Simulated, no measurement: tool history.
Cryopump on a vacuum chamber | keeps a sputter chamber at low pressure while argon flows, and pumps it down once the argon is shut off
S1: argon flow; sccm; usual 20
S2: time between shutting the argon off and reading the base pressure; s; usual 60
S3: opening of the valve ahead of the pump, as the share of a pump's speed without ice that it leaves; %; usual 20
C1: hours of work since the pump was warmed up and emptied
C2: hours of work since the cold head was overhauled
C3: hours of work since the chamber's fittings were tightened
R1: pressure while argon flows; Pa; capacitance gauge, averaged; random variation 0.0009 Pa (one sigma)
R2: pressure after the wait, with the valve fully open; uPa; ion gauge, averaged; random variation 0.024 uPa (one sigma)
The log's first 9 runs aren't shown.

run 10 hour=563.3 | S1=11 S2=60 S3=20 | C1=575 C2=575 C3=69 | R1=0.1050 R2=1.14
run 11 hour=603.8 | S1=11 S2=60 S3=20 | C1=602 C2=602 C3=97 | R1=0.1052 R2=1.22
run 12 hour=693.5 | S1=11 S2=60 S3=20 | C1=663 C2=663 C3=157 | R1=0.1064 R2=1.30
run 13 hour=735.0 | S1=11 S2=60 S3=20 | C1=691 C2=691 C3=185 | R1=0.1059 R2=1.39
run 14 hour=799.1 | S1=11 S2=117 S3=20 | C1=734 C2=734 C3=228 | R1=0.1058 R2=1.19
run 15 hour=862.8 | S1=11 S2=117 S3=20 | C1=777 C2=777 C3=271 | R1=0.1079 R2=1.32
run 16 hour=909.8 | S1=11 S2=117 S3=20 | C1=809 C2=809 C3=303 | R1=0.1077 R2=1.41
run 17 hour=988.8 | S1=11 S2=117 S3=20 | C1=862 C2=862 C3=356 | R1=0.1092 R2=1.53
run 18 hour=1040.0 | S1=11 S2=117 S3=22 | C1=896 C2=896 C3=391 | R1=0.0988 R2=1.57
run 19 hour=1084.0 | S1=25 S2=66 S3=20 | C1=926 C2=926 C3=420 | R1=0.2475 R2=1.95
run 20 hour=1170.9 | S1=28 S2=71 S3=20 | C1=985 C2=985 C3=479 | R1=0.2791 R2=2.04
-- hour=1189.9 pump warmed up, emptied and cooled again
run 21 hour=1233.1 | S1=10 S2=180 S3=41 | C1=29 C2=1023 C3=518 | R1=0.0457 R2=1.37
run 22 hour=1288.8 | S1=10 S2=180 S3=41 | C1=67 C2=1061 C3=555 | R1=0.0459 R2=1.48
run 23 hour=1336.6 | S1=10 S2=180 S3=41 | C1=99 C2=1093 C3=587 | R1=0.0458 R2=1.51
run 24 hour=1380.1 | S1=10 S2=168 S3=25 | C1=128 C2=1122 C3=617 | R1=0.0755 R2=1.59
run 25 hour=1425.5 | S1=8 S2=168 S3=32 | C1=159 C2=1153 C3=647 | R1=0.0473 R2=1.64
run 26 hour=1508.0 | S1=29 S2=159 S3=32 | C1=214 C2=1208 C3=703 | R1=0.1733 R2=1.84

The next listed run, before its measurement:
run 27 hour=1560.8 | S1=9 S2=53 S3=20 | C1=250 C2=1244 C3=738 | R1=? R2=?

R1: 0.0839 Pa
R2: 2.37 uPa
Without the tool's hidden state the same run would have given R1 0.0824 Pa, R2 1.03 uPa.
